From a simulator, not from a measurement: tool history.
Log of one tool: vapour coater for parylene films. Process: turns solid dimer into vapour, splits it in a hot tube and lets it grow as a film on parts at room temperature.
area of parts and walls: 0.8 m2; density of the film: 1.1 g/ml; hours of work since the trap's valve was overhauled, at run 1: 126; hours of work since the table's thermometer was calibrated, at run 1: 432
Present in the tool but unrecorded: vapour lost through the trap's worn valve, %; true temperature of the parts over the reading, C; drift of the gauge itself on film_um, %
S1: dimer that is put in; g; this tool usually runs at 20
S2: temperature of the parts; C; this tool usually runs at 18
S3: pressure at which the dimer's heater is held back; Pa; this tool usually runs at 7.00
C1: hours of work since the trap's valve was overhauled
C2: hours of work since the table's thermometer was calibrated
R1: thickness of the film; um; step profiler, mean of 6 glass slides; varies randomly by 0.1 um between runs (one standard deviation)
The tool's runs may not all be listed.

| run | hour | S1 | S2 | S3 | C1 | C2 | R1 |
|---|---|---|---|---|---|---|---|
| 1 | 0.0 | 20 | 18 | 7.00 | 126 | 432 | 12.99 |
| 2 | 13.2 | 20 | 18 | 7.00 | 137 | 443 | 12.82 |
| 3 | 25.4 | 20 | 18 | 7.00 | 148 | 454 | 12.82 |
| 4 | 37.2 | 20 | 18 | 7.00 | 158 | 464 | 12.94 |
| 5 | 47.2 | 20 | 18 | 7.00 | 167 | 473 | 12.76 |
| 6 | 59.7 | 20 | 16 | 7.00 | 178 | 484 | 14.03 |
| 7 | 75.8 | 20 | 16 | 7.00 | 192 | 498 | 14.04 |
| 8 | 84.1 | 20 | 15 | 7.00 | 199 | 505 | 14.64 |
| 9 | 100.7 | 20 | 15 | 7.00 | 213 | 520 | 14.45 |
| 10 | 114.5 | 20 | 15 | 7.00 | 225 | 532 | 14.40 |
| 11 | 121.9 | 20 | 15 | 7.00 | 232 | 538 | 14.19 |
| 12 | 135.8 | 20 | 15 | 7.00 | 244 | 550 | 14.20 |
| 13 | 144.3 | 8 | 15 | 7.00 | 251 | 558 | 5.62 |
| 14 | 158.0 | 8 | 15 | 7.00 | 263 | 569 | 5.63 |
| 15 | 169.0 | 8 | 15 | 7.00 | 273 | 579 | 5.69 |
| 16 | 178.4 | 20 | 18 | 7.00 | 281 | 587 | 12.44 |
| 17 | 196.5 | 20 | 18 | 7.00 | 297 | 603 | 12.20 |
|  | 201.9 | trap's valve overhauled |
| 18 | 216.0 | 20 | 18 | 7.00 | 12 | 616 | 11.82 |
| 19 | 232.1 | 20 | 18 | 7.00 | 26 | 631 | 11.73 |
| 20 | 248.9 | 20 | 18 | 7.00 | 41 | 645 | 11.72 |
| 21 | 263.2 | 20 | 18 | 7.00 | 53 | 658 | 11.77 |
| 22 | 275.3 | 20 | 18 | 7.00 | 64 | 668 | 11.62 |
|  | 285.2 | trap's valve overhauled, once more |
| 23 | 287.2 | 20 | 18 | 7.00 | 2 | 675 | 13.38 |
| 24 | 303.0 | 27 | 18 | 7.00 | 15 | 689 | 17.94 |
| 25 | 319.7 | 17 | 20 | 2.64 | 30 | 703 | 12.66 |
| 26 | 329.8 | 9 | 20 | 5.21 | 39 | 712 | 5.73 |
| 27 | 343.1 | 9 | 20 | 5.21 | 50 | 724 | 5.71 |
| 28 | 350.9 | 14 | 12 | 7.00 | 57 | 730 | 11.70 |
| 29 | 359.4 | 14 | 12 | 7.00 | 65 | 738 | 11.90 |
| 30 | 369.1 | 28 | 21 | 2.65 | 73 | 746 | 19.73 |
| 31 | 387.1 | 28 | 21 | 2.65 | 89 | 762 | 19.73 |
| 32 | 399.9 | 9 | 18 | 7.87 | 100 | 773 | 5.55 |
| 33 | 417.5 | 11 | 11 | 3.56 | 115 | 788 | 11.14 |
| 34 | 429.8 | 11 | 11 | 3.56 | 126 | 799 | 11.06 |
| 35 | 447.0 | 29 | 24 | 2.20 | 141 | 814 | 18.25 |
| 36 | 456.5 | 29 | 24 | 2.20 | 149 | 822 | 18.20 |
| 37 | 473.3 | 24 | 24 | 2.03 | 164 | 837 | 15.18 |
| 38 | 489.3 | 24 | 24 | 2.03 | 178 | 851 | 15.05 |
| 39 | 501.4 | 28 | 24 | 2.03 | 188 | 862 | 17.39 |
| 40 | 510.0 | 27 | 19 | 4.13 | 196 | 869 | 17.79 |
| 41 | 525.3 | 27 | 19 | 4.13 | 209 | 882 | 18.25 |
| 42 | 543.5 | 27 | 19 | 4.13 | 225 | 898 | 17.54 |
| 43 | 558.6 | 24 | 19 | 2.34 | 238 | 911 | 17.68 |
| 44 | 570.5 | 31 | 29 | 7.00 | 249 | 922 | 11.60 |
| 45 | 580.4 | 31 | 29 | 7.00 | 257 | 930 | 11.64 |
| 46 | 596.1 | 20 | 28 | 7.00 | 271 | 944 | 7.80 |
| 47 | 605.0 | 12 | 28 | 5.26 | 279 | 952 | 4.96 |

Each row is a separate what-if for the run after 47, all from the same tool condition, not one after another. Results?
| A | 612.5 | 16 | 24 | 10.85 | 285 | 958 | ? |
| B | 612.5 | 12 | 28 | 3.45 | 285 | 958 | ? |
| C | 612.5 | 12 | 28 | 10.97 | 285 | 958 | ? |

| run | R1 |
|---|---|
| A | 6.76 |
| B | 5.40 |
| C | 4.27 |
Stripped of hidden state, with their random variation kept, the same runs would have yielded:
| run | R1 |
|---|---|
| A | 7.53 |
| B | 6.02 |
| C | 4.75 |
